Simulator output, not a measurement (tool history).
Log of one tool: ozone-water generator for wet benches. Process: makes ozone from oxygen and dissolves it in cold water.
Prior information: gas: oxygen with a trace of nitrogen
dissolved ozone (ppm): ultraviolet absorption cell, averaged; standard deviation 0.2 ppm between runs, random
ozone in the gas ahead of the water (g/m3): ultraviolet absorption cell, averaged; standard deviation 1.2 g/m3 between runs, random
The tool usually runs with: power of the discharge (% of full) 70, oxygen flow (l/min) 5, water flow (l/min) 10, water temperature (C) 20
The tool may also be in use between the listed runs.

| run | day | power of the discharge (% of full) | oxygen flow (l/min) | water flow (l/min) | water temperature (C) | dissolved ozone (ppm) | ozone in the gas ahead of the water (g/m3) |
|---|---|---|---|---|---|---|---|
| 1 | 0 | 70 | 5 | 10 | 20 | 28.1 | 220 |
| 2 | 2.7 | 70 | 5 | 10 | 20 | 27.9 | 218.9 |
|  | 6.021 | water thermometer calibrated |
| 3 | 6.317 | 70 | 5 | 10 | 20 | 28 | 215.9 |
| 4 | 11.246 | 70 | 6.04 | 10 | 20 | 27.9 | 203.2 |
| 5 | 14.892 | 70 | 6.04 | 10 | 20 | 27.6 | 201.2 |
| 6 | 17.212 | 81 | 5 | 10 | 20 | 31.1 | 244.4 |
| 7 | 21.167 | 81 | 5 | 10 | 16 | 33.8 | 243.6 |
| 8 | 23.533 | 81 | 5 | 10 | 16 | 33.4 | 242.7 |
| 9 | 25.812 | 81 | 5 | 10 | 16 | 33 | 239.8 |
| 10 | 30.175 | 70 | 4.03 | 10 | 20 | 28.1 | 238.6 |
| 11 | 34.05 | 70 | 4.03 | 10 | 20 | 27.9 | 240.6 |
| 12 | 38.504 | 70 | 4.03 | 10 | 20 | 27.3 | 239 |
| 13 | 40.812 | 70 | 4.03 | 8 | 25 | 28.2 | 237.3 |
| 14 | 43.283 | 70 | 4.03 | 8 | 25 | 28.4 | 239.3 |
| 15 | 46.033 | 72 | 4.11 | 8 | 25 | 29 | 238.8 |

What if the next run were any one of these 4? Each begins from the tool's condition after run 15:
| A | 50.979 | 72 | 4.4 | 13 | 16 | ? | ? |
| B | 50.979 | 72 | 4.11 | 8 | 21 | ? | ? |
| C | 50.979 | 55 | 4.11 | 6 | 26 | ? | ? |
| D | 50.979 | 70 | 2.53 | 7 | 17 | ? | ? |

| run | dissolved ozone (ppm) | ozone in the gas ahead of the water (g/m3) |
|---|---|---|
| A | 25.5 | 232.5 |
| B | 31.1 | 240.3 |
| C | 26.6 | 196.9 |
| D | 36.1 | 291 |
With no hidden state in the tool, these same runs would have given:
| run | dissolved ozone (ppm) | ozone in the gas ahead of the water (g/m3) |
|---|---|---|
| A | 26.7 | 236.9 |
| B | 32.5 | 244.9 |
| C | 27.7 | 199.9 |
| D | 37.7 | 296.4 |
